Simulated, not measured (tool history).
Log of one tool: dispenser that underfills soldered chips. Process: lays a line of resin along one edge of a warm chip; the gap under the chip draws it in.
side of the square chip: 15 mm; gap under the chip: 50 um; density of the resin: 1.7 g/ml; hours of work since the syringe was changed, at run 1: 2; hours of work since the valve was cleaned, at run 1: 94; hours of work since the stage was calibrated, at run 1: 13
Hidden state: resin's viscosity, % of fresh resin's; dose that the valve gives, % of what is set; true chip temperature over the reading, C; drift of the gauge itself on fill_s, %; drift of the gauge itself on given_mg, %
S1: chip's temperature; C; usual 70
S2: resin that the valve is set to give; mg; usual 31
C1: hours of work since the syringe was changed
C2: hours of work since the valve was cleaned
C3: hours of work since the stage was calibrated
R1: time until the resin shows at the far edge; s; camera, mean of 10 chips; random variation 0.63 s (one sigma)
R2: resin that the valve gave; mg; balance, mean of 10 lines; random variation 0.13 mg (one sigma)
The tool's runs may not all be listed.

run 1 day=0 | S1=70 S2=31 | C1=2 C2=94 C3=13 | R1=59.7 R2=28.09
run 2 day=0.271 | S1=70 S2=31 | C1=6 C2=98 C3=17 | R1=68.7 R2=28.13
-- day=0.612 new syringe of resin
run 3 day=0.725 | S1=70 S2=31 | C1=2 C2=106 C3=25 | R1=60 R2=27.75
run 4 day=0.933 | S1=72 S2=31 | C1=5 C2=109 C3=28 | R1=61.2 R2=27.76
run 5 day=1.175 | S1=70 S2=31 | C1=9 C2=113 C3=32 | R1=78 R2=27.86
-- day=1.312 new syringe of resin
run 6 day=1.521 | S1=70 S2=31 | C1=3 C2=118 C3=38 | R1=64.1 R2=27.44
run 7 day=1.862 | S1=70 S2=31 | C1=9 C2=124 C3=43 | R1=79 R2=27.42
-- day=2.05 new syringe of resin
run 8 day=2.196 | S1=70 S2=31 | C1=2 C2=129 C3=48 | R1=62.1 R2=27.17
-- day=2.496 dispensing valve cleaned and set on the balance
run 9 day=2.525 | S1=70 S2=31 | C1=7 C2=1 C3=53 | R1=72 R2=30.97
-- day=2.796 new syringe of resin
run 10 day=2.817 | S1=70 S2=31 | C1=0 C2=5 C3=58 | R1=56.7 R2=30.77
run 11 day=3.075 | S1=70 S2=29.8 | C1=5 C2=9 C3=62 | R1=65.8 R2=29.33
run 12 day=3.425 | S1=70 S2=29.8 | C1=10 C2=15 C3=68 | R1=78.3 R2=29.43
-- day=3.529 new syringe of resin
run 13 day=3.788 | S1=70 S2=29.8 | C1=4 C2=21 C3=73 | R1=66.6 R2=29.28
run 14 day=4.158 | S1=70 S2=29.8 | C1=10 C2=27 C3=80 | R1=81.6 R2=28.99
-- day=4.229 new syringe of resin
run 15 day=4.4 | S1=70 S2=29.8 | C1=3 C2=31 C3=83 | R1=63.2 R2=28.95
run 16 day=4.779 | S1=70 S2=37.6 | C1=9 C2=37 C3=90 | R1=78.5 R2=36.13
-- day=4.938 new syringe of resin
run 17 day=5.183 | S1=70 S2=35.8 | C1=4 C2=43 C3=96 | R1=64.1 R2=34.26
run 18 day=5.512 | S1=84 S2=30.9 | C1=9 C2=49 C3=101 | R1=35.8 R2=29.28
-- day=5.65 new syringe of resin
run 19 day=5.95 | S1=75 S2=32 | C1=5 C2=56 C3=108 | R1=51.5 R2=30.12
-- day=6.383 new syringe of resin
run 20 day=6.383 | S1=80 S2=32.6 | C1=0 C2=63 C3=115 | R1=33.8 R2=30.72
run 21 day=6.754 | S1=80 S2=32.6 | C1=6 C2=69 C3=121 | R1=40.7 R2=30.47
run 22 day=7.008 | S1=80 S2=32.6 | C1=10 C2=73 C3=126 | R1=47.6 R2=30.35
-- day=7.083 new syringe of resin
run 23 day=7.325 | S1=80 S2=32.6 | C1=4 C2=78 C3=131 | R1=38.5 R2=30.1
-- day=7.788 new syringe of resin
run 24 day=7.821 | S1=60 S2=32.3 | C1=1 C2=86 C3=138 | R1=99.9 R2=29.45
run 25 day=8.267 | S1=60 S2=32.3 | C1=8 C2=93 C3=146 | R1=130.6 R2=29.17
-- day=8.496 new syringe of resin
run 26 day=8.746 | S1=63 S2=29.1 | C1=4 C2=101 C3=153 | R1=103.3 R2=26.35
run 27 day=9.121 | S1=85 S2=29.7 | C1=10 C2=107 C3=160 | R1=38 R2=26.66
-- day=9.221 new syringe of resin
run 28 day=9.562 | S1=79 S2=39.4 | C1=6 C2=114 C3=167 | R1=41.9 R2=34.74
run 29 day=9.833 | S1=85 S2=35.4 | C1=10 C2=118 C3=171 | R1=35.2 R2=31.4
-- day=9.929 new syringe of resin
run 30 day=10.288 | S1=85 S2=35.4 | C1=6 C2=126 C3=178 | R1=30.9 R2=31.03
run 31 day=10.596 | S1=85 S2=35.4 | C1=11 C2=131 C3=183 | R1=36.8 R2=30.96

Forecast each of these 3 alternatives for the next run:
-- day=10.638 new syringe of resin
-- day=10.8 dispensing valve cleaned and set on the balance
run A day=10.883 | S1=71 S2=32.7 | C1=3 C2=1 C3=187 | R1=? R2=?
-- day=10.638 new syringe of resin
-- day=10.8 dispensing valve cleaned and set on the balance
run B day=10.883 | S1=71 S2=29.9 | C1=3 C2=1 C3=187 | R1=? R2=?
-- day=10.638 new syringe of resin
-- day=10.8 dispensing valve cleaned and set on the balance
run C day=10.883 | S1=85 S2=30.8 | C1=3 C2=1 C3=187 | R1=? R2=?

run=A R1=60 R2=32.54
run=B R1=61 R2=29.56
run=C R1=29.2 R2=30.66
Without the tool's hidden state the same runs would have given:
run=A R1=51.8 R2=32.62
run=B R1=52.7 R2=29.63
run=C R1=25.3 R2=30.73
